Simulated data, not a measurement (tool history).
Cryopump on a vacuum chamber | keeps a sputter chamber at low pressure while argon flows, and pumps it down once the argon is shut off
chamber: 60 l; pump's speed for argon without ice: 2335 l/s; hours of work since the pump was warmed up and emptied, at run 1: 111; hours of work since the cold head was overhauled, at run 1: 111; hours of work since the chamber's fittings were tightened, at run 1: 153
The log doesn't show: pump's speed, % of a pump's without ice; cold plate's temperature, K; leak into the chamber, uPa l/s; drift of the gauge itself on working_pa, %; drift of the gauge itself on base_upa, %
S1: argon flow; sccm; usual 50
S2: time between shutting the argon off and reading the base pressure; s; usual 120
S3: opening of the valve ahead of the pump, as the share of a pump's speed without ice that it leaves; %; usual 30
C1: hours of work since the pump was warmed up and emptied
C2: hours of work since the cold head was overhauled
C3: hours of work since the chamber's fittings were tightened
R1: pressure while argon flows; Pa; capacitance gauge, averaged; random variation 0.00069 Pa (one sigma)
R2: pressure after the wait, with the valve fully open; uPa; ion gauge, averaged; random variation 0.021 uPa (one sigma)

run	hour	S1	S2	S3	C1	C2	C3	R1	R2
1	0	50	120	30	111	111	153	0.1222	0.41
2	18.9	50	120	30	120	120	162	0.1236	0.42
3	42.3	50	120	30	131	131	173	0.1227	0.39
4	57.2	33	120	30	138	138	180	0.0816	0.4
5	67.8	50	120	30	142	142	185	0.1229	0.41
6	87.6	50	120	30	152	152	194	0.1251	0.44
7	97.1	50	120	30	156	156	199	0.1227	0.42
8	112	50	120	30	163	163	206	0.124	0.41
9	133.7	50	120	30	173	173	216	0.1242	0.44
10	146	50	120	30	179	179	222	0.1247	0.44
11	161.7	50	120	30	186	186	229	0.125	0.44
12	181.6	50	120	30	196	196	238	0.1241	0.49
13	198.8	50	120	30	204	204	246	0.1247	0.43
14	208.7	50	120	30	208	208	251	0.1243	0.46
15	218.5	50	120	30	213	213	256	0.1248	0.44
16	230.2	50	120	30	218	218	261	0.1253	0.46
17	246.4	50	120	30	226	226	269	0.126	0.47
18	259.1	41	175	36	232	232	275	0.0868	0.42
19	268.9	41	175	36	237	237	279	0.0867	0.43
20	279.2	41	175	36	241	241	284	0.0871	0.4
21	302	65	120	40	252	252	295	0.1247	0.51
22	319.7	22	120	60	260	260	303	0.0287	0.52
23	339.2	27	127	60	270	270	312	0.0353	0.46
24	349.2	27	127	60	274	274	317	0.0365	0.48
25	372.6	27	127	60	285	285	328	0.0359	0.52
26	383.1	37	120	20	290	290	333	0.1388	0.48
27	406	24	131	18	301	301	344	0.0992	0.5
28	421.9	24	131	18	308	308	351	0.0995	0.47

Forecast run 29:
29	438	22	22	39	316	316	358	?	?

R1: 0.0431 Pa
R2: 1.42 uPa
Without the tool's hidden state the same run would have given R1 0.0403 Pa, R2 1.25 uPa.
